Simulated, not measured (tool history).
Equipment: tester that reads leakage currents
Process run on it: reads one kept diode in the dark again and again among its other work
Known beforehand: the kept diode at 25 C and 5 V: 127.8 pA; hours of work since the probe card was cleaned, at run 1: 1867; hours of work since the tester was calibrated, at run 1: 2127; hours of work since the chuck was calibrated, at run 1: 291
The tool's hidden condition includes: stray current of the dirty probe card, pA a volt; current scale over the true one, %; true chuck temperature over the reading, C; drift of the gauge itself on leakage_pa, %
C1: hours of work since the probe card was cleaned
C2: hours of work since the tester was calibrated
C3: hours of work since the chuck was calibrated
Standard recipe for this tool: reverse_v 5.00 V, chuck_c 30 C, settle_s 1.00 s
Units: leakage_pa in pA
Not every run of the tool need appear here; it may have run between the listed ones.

{"run": 1, "hour": 0.0, "reverse_v": 5.0, "chuck_c": 30, "settle_s": 1.0, "C1": 1867, "C2": 2127, "C3": 291, "leakage_pa": 199.89}
{"run": 2, "hour": 68.3, "reverse_v": 5.0, "chuck_c": 30, "settle_s": 1.0, "C1": 1895, "C2": 2154, "C3": 318, "leakage_pa": 200.23}
{"run": 3, "hour": 180.4, "reverse_v": 5.0, "chuck_c": 30, "settle_s": 0.61, "C1": 1940, "C2": 2199, "C3": 363, "leakage_pa": 201.36}
{"run": 4, "hour": 265.6, "reverse_v": 2.79, "chuck_c": 30, "settle_s": 1.0, "C1": 1974, "C2": 2234, "C3": 397, "leakage_pa": 153.73}
{"run": 5, "hour": 333.9, "reverse_v": 5.0, "chuck_c": 30, "settle_s": 1.0, "C1": 2001, "C2": 2261, "C3": 424, "leakage_pa": 199.35}
{"run": 6, "hour": 388.4, "reverse_v": 5.0, "chuck_c": 30, "settle_s": 1.91, "C1": 2023, "C2": 2283, "C3": 446, "leakage_pa": 198.75}
{"run": 7, "hour": 513.7, "reverse_v": 5.0, "chuck_c": 30, "settle_s": 1.91, "C1": 2073, "C2": 2333, "C3": 496, "leakage_pa": 198.11}
{"run": 8, "hour": 594.1, "reverse_v": 5.18, "chuck_c": 30, "settle_s": 1.0, "C1": 2105, "C2": 2365, "C3": 529, "leakage_pa": 202.16}
{"run": 9, "hour": 682.1, "reverse_v": 5.18, "chuck_c": 30, "settle_s": 1.0, "C1": 2141, "C2": 2400, "C3": 564, "leakage_pa": 202.38}
{"hour": 729.7, "done": "tester calibrated"}
{"run": 10, "hour": 763.1, "reverse_v": 5.18, "chuck_c": 30, "settle_s": 1.0, "C1": 2172, "C2": 13, "C3": 595, "leakage_pa": 203.01}
{"run": 11, "hour": 837.7, "reverse_v": 5.0, "chuck_c": 30, "settle_s": 1.0, "C1": 2202, "C2": 43, "C3": 625, "leakage_pa": 200.95}
{"run": 12, "hour": 933.3, "reverse_v": 5.0, "chuck_c": 29, "settle_s": 1.0, "C1": 2241, "C2": 82, "C3": 664, "leakage_pa": 184.93}
{"run": 13, "hour": 986.8, "reverse_v": 5.0, "chuck_c": 29, "settle_s": 1.0, "C1": 2262, "C2": 103, "C3": 685, "leakage_pa": 182.84}
{"run": 14, "hour": 1107.7, "reverse_v": 5.0, "chuck_c": 29, "settle_s": 1.0, "C1": 2310, "C2": 151, "C3": 734, "leakage_pa": 183.88}
{"run": 15, "hour": 1193.9, "reverse_v": 5.0, "chuck_c": 29, "settle_s": 1.0, "C1": 2345, "C2": 186, "C3": 768, "leakage_pa": 182.1}
{"run": 16, "hour": 1276.2, "reverse_v": 5.0, "chuck_c": 29, "settle_s": 1.0, "C1": 2378, "C2": 219, "C3": 801, "leakage_pa": 182.5}
{"run": 17, "hour": 1390.0, "reverse_v": 5.0, "chuck_c": 30, "settle_s": 7.41, "C1": 2424, "C2": 265, "C3": 847, "leakage_pa": 197.31}
{"run": 18, "hour": 1476.3, "reverse_v": 5.0, "chuck_c": 30, "settle_s": 1.0, "C1": 2458, "C2": 299, "C3": 881, "leakage_pa": 198.9}
{"run": 19, "hour": 1590.1, "reverse_v": 4.66, "chuck_c": 30, "settle_s": 1.0, "C1": 2504, "C2": 345, "C3": 927, "leakage_pa": 192.2}
{"run": 20, "hour": 1667.0, "reverse_v": 4.66, "chuck_c": 27, "settle_s": 1.7, "C1": 2535, "C2": 376, "C3": 958, "leakage_pa": 148.84}
{"run": 21, "hour": 1735.5, "reverse_v": 5.0, "chuck_c": 23, "settle_s": 4.84, "C1": 2562, "C2": 403, "C3": 985, "leakage_pa": 108.61}
{"run": 22, "hour": 1846.2, "reverse_v": 5.0, "chuck_c": 23, "settle_s": 4.84, "C1": 2606, "C2": 447, "C3": 1030, "leakage_pa": 107.18}
{"run": 23, "hour": 1947.4, "reverse_v": 7.66, "chuck_c": 30, "settle_s": 0.68, "C1": 2647, "C2": 488, "C3": 1070, "leakage_pa": 241.62}
{"hour": 1961.6, "done": "probe card cleaned and baked"}
{"run": 24, "hour": 2069.3, "reverse_v": 2.32, "chuck_c": 33, "settle_s": 1.7, "C1": 43, "C2": 536, "C3": 1118, "leakage_pa": 177.06}
{"run": 25, "hour": 2139.9, "reverse_v": 1.43, "chuck_c": 30, "settle_s": 2.09, "C1": 71, "C2": 564, "C3": 1146, "leakage_pa": 110.59}
{"run": 26, "hour": 2234.2, "reverse_v": 1.54, "chuck_c": 40, "settle_s": 3.85, "C1": 109, "C2": 602, "C3": 1184, "leakage_pa": 264.08}
{"run": 27, "hour": 2306.8, "reverse_v": 11.71, "chuck_c": 43, "settle_s": 9.8, "C1": 138, "C2": 631, "C3": 1213, "leakage_pa": 818.69}
{"run": 28, "hour": 2414.2, "reverse_v": 11.71, "chuck_c": 43, "settle_s": 9.8, "C1": 181, "C2": 674, "C3": 1256, "leakage_pa": 815.36}
{"run": 29, "hour": 2529.1, "reverse_v": 11.71, "chuck_c": 43, "settle_s": 9.8, "C1": 227, "C2": 720, "C3": 1302, "leakage_pa": 814.62}
{"run": 30, "hour": 2633.7, "reverse_v": 2.41, "chuck_c": 33, "settle_s": 1.98, "C1": 269, "C2": 762, "C3": 1344, "leakage_pa": 179.02}
{"run": 31, "hour": 2733.0, "reverse_v": 1.29, "chuck_c": 30, "settle_s": 9.25, "C1": 309, "C2": 802, "C3": 1384, "leakage_pa": 105.25}
{"hour": 2771.3, "done": "chuck's temperature calibrated"}
{"run": 32, "hour": 2797.4, "reverse_v": 1.29, "chuck_c": 30, "settle_s": 9.25, "C1": 334, "C2": 827, "C3": 10, "leakage_pa": 110.39}
{"run": 33, "hour": 2895.6, "reverse_v": 7.47, "chuck_c": 41, "settle_s": 2.42, "C1": 373, "C2": 866, "C3": 50, "leakage_pa": 596.07}
{"run": 34, "hour": 2982.7, "reverse_v": 2.88, "chuck_c": 30, "settle_s": 4.38, "C1": 408, "C2": 901, "C3": 85, "leakage_pa": 157.3}
{"run": 35, "hour": 3086.0, "reverse_v": 5.0, "chuck_c": 42, "settle_s": 0.32, "C1": 450, "C2": 942, "C3": 126, "leakage_pa": 549.01}
{"run": 36, "hour": 3153.5, "reverse_v": 5.0, "chuck_c": 32, "settle_s": 1.0, "C1": 477, "C2": 969, "C3": 153, "leakage_pa": 239.74}

Below, some changes in leakage_pa between adjacent runs. For each, the amount present without the hidden state too (settings, incoming material, random variation) and the amount remaining for the hidden state with gauge scatter not shared by both compared results:
Run 26 -> 27: reverse_v 1.54 -> 11.71, chuck_c 40 -> 43, settle_s 3.85 -> 9.80. leakage_pa +554.61 pA: hidden state -20.64, all else +575.25.
Run 29 -> 30: reverse_v 11.71 -> 2.41, chuck_c 43 -> 33, settle_s 9.80 -> 1.98. leakage_pa -635.60 pA: hidden state +24.74, all else -660.34.
Run 31 -> 32: chuck's temperature calibrated. leakage_pa +5.14 pA: hidden state +5.72, all else -0.58.
Run 32 -> 33: reverse_v 1.29 -> 7.47, chuck_c 30 -> 41, settle_s 9.25 -> 2.42. leakage_pa +485.68 pA: hidden state +2.55, all else +483.13.

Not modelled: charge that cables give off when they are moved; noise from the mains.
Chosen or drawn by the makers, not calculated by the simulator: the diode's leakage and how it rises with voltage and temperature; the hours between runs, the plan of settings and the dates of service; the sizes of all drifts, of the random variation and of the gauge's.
